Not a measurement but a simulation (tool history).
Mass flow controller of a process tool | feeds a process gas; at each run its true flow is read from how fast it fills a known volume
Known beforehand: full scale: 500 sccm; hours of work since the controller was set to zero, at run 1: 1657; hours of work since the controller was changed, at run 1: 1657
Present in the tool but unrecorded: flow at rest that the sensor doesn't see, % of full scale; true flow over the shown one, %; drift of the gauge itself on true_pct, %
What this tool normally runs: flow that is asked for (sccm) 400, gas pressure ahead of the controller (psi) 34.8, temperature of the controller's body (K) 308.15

| run | hour | flow that is asked for (sccm) | gas pressure ahead of the controller (psi) | temperature of the controller's body (K) | hours of work since the controller was set to zero | hours of work since the controller was changed | true flow (%) |
|---|---|---|---|---|---|---|---|
| 1 | 0.0 | 400 | 34.8 | 308.15 | 1657 | 1657 | 100.73 |
| 2 | 68.6 | 151 | 34.8 | 308.15 | 1681 | 1681 | 99.22 |
| 3 | 160.1 | 151 | 34.8 | 308.15 | 1714 | 1714 | 99.13 |
| 4 | 248.6 | 151 | 34.8 | 308.15 | 1745 | 1745 | 99.12 |
| 5 | 387.1 | 400 | 34.8 | 308.15 | 1794 | 1794 | 100.96 |
| 6 | 520.4 | 400 | 34.8 | 312.15 | 1841 | 1841 | 101.23 |
| 7 | 597.8 | 400 | 26.3 | 308.15 | 1869 | 1869 | 100.50 |
| 8 | 701.2 | 400 | 26.3 | 308.15 | 1905 | 1905 | 100.37 |
| 9 | 824.5 | 400 | 26.3 | 308.15 | 1949 | 1949 | 100.55 |
| 10 | 916.2 | 400 | 36.8 | 308.15 | 1982 | 1982 | 100.96 |
| 11 | 1019.7 | 400 | 31.0 | 308.15 | 2018 | 2018 | 100.51 |
| 12 | 1126.7 | 400 | 31.0 | 308.15 | 2056 | 2056 | 100.52 |
| 13 | 1198.1 | 400 | 31.0 | 308.15 | 2082 | 2082 | 100.66 |
| 14 | 1280.1 | 400 | 31.0 | 308.15 | 2111 | 2111 | 100.71 |
| 15 | 1347.5 | 400 | 34.8 | 308.15 | 2135 | 2135 | 100.95 |
| 16 | 1426.2 | 400 | 34.8 | 308.15 | 2162 | 2162 | 100.76 |
| 17 | 1485.4 | 145 | 32.8 | 300.15 | 2183 | 2183 | 98.28 |
| 18 | 1544.5 | 288 | 34.8 | 308.15 | 2204 | 2204 | 100.16 |
| 19 | 1681.0 | 408 | 23.1 | 295.15 | 2253 | 2253 | 99.05 |
| 20 | 1768.6 | 246 | 22.9 | 295.15 | 2284 | 2284 | 97.99 |
| 21 | 1872.7 | 246 | 22.9 | 295.15 | 2321 | 2321 | 98.12 |
| 22 | 2002.0 | 246 | 22.9 | 295.15 | 2367 | 2367 | 98.08 |
| 23 | 2112.9 | 400 | 26.1 | 294.15 | 2406 | 2406 | 99.08 |
| 24 | 2213.1 | 400 | 34.8 | 302.15 | 2441 | 2441 | 100.17 |
| 25 | 2345.3 | 332 | 27.0 | 309.15 | 2488 | 2488 | 100.25 |
| 26 | 2473.0 | 300 | 21.3 | 312.15 | 2534 | 2534 | 99.96 |
| 27 | 2607.9 | 181 | 28.4 | 312.15 | 2581 | 2581 | 99.16 |
| 28 | 2727.1 | 181 | 28.4 | 312.15 | 2624 | 2624 | 99.34 |
| 29 | 2789.0 | 400 | 31.8 | 296.15 | 2646 | 2646 | 99.63 |

Results per run with the tool's hidden condition removed, run-to-run variation unchanged:
| run | true flow (%) |
|---|---|
| 1 | 100.58 |
| 2 | 99.33 |
| 3 | 99.25 |
| 4 | 99.24 |
| 5 | 100.80 |
| 6 | 101.07 |
| 7 | 100.34 |
| 8 | 100.21 |
| 9 | 100.39 |
| 10 | 100.79 |
| 11 | 100.35 |
| 12 | 100.36 |
| 13 | 100.50 |
| 14 | 100.55 |
| 15 | 100.79 |
| 16 | 100.60 |
| 17 | 98.50 |
| 18 | 100.08 |
| 19 | 98.88 |
| 20 | 97.97 |
| 21 | 98.09 |
| 22 | 98.06 |
| 23 | 98.92 |
| 24 | 100.01 |
| 25 | 100.14 |
| 26 | 99.88 |
| 27 | 99.30 |
| 28 | 99.49 |
| 29 | 99.46 |

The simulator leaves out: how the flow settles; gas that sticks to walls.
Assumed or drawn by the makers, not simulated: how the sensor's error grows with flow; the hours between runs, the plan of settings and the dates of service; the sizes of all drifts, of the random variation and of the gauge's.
